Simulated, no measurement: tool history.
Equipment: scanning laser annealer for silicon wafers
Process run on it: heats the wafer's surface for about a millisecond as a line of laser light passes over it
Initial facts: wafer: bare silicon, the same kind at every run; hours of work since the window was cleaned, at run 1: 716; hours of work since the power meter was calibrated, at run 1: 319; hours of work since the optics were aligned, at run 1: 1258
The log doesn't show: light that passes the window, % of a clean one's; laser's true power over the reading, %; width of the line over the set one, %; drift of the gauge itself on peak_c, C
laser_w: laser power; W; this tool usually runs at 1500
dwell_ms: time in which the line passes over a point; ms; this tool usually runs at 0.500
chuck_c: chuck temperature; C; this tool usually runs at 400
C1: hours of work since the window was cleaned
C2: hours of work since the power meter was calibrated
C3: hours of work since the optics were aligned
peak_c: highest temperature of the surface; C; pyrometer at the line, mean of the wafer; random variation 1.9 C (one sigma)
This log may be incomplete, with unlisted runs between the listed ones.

Run 1, hour 0.0: usual settings; C1 716; C2 319; C3 1258. Result: peak_c 1226 C.
At hour 8.6: window over the wafer cleaned.
Run 2, hour 12.8: usual settings; C1 2; C2 325; C3 1264. Result: peak_c 1230 C.
Run 3, hour 25.8: usual settings but chuck_c 367 C; C1 9; C2 332; C3 1271. Result: peak_c 1194 C.
Run 4, hour 43.3: usual settings; C1 18; C2 341; C3 1280. Result: peak_c 1231 C.
Run 5, hour 61.9: usual settings but laser_w 1487 W; C1 28; C2 351; C3 1290. Result: peak_c 1221 C.
Run 6, hour 70.9: usual settings but laser_w 1487 W; C1 33; C2 356; C3 1295. Result: peak_c 1219 C.
Run 7, hour 86.9: usual settings but laser_w 1487 W; C1 42; C2 364; C3 1304. Result: peak_c 1223 C.
Run 8, hour 104.6: usual settings but laser_w 1487 W; C1 51; C2 374; C3 1313. Result: peak_c 1219 C.
Run 9, hour 117.0: usual settings but laser_w 1487 W; C1 58; C2 380; C3 1320. Result: peak_c 1221 C.
Run 10, hour 129.8: usual settings but laser_w 1487 W; C1 65; C2 387; C3 1326. Result: peak_c 1224 C.
Run 11, hour 146.6: usual settings but laser_w 1487 W; C1 73; C2 396; C3 1335. Result: peak_c 1219 C.
Run 12, hour 158.9: usual settings but chuck_c 363 C; C1 80; C2 403; C3 1342. Result: peak_c 1192 C.
Run 13, hour 176.0: usual settings; C1 89; C2 412; C3 1351. Result: peak_c 1227 C.
Run 14, hour 193.5: usual settings; C1 98; C2 421; C3 1360. Result: peak_c 1229 C.
Run 15, hour 204.0: usual settings; C1 104; C2 427; C3 1366. Result: peak_c 1224 C.
Run 16, hour 214.2: usual settings; C1 109; C2 432; C3 1371. Result: peak_c 1232 C.
Run 17, hour 226.0: usual settings; C1 116; C2 438; C3 1378. Result: peak_c 1229 C.
Run 18, hour 239.2: usual settings but chuck_c 403 C; C1 123; C2 445; C3 1385. Result: peak_c 1230 C.
Run 19, hour 256.0: usual settings but chuck_c 403 C; C1 132; C2 454; C3 1394. Result: peak_c 1228 C.
Run 20, hour 275.9: usual settings but laser_w 1544 W; C1 142; C2 465; C3 1404. Result: peak_c 1256 C.
Run 21, hour 295.4: usual settings but dwell_ms 0.376 ms; C1 153; C2 475; C3 1415. Result: peak_c 1113 C.
Run 22, hour 315.4: usual settings but dwell_ms 0.376 ms, chuck_c 375 C; C1 163; C2 486; C3 1425. Result: peak_c 1091 C.
Run 23, hour 330.7: usual settings but dwell_ms 0.376 ms, chuck_c 375 C; C1 172; C2 494; C3 1433. Result: peak_c 1087 C.
Run 24, hour 341.2: usual settings but dwell_ms 0.376 ms, chuck_c 375 C; C1 177; C2 500; C3 1439. Result: peak_c 1089 C.

Estimate the outcome of run 25 from the log above:
Run 25, hour 359.5: usual settings but dwell_ms 0.376 ms, chuck_c 375 C; C1 187; C2 509; C3 1449. Result: peak_c ?.

{"run 25": {"peak_c": 1088}}
With the hidden condition absent and the run-to-run variation left alone, this run would have shown peak_c 1089 C.
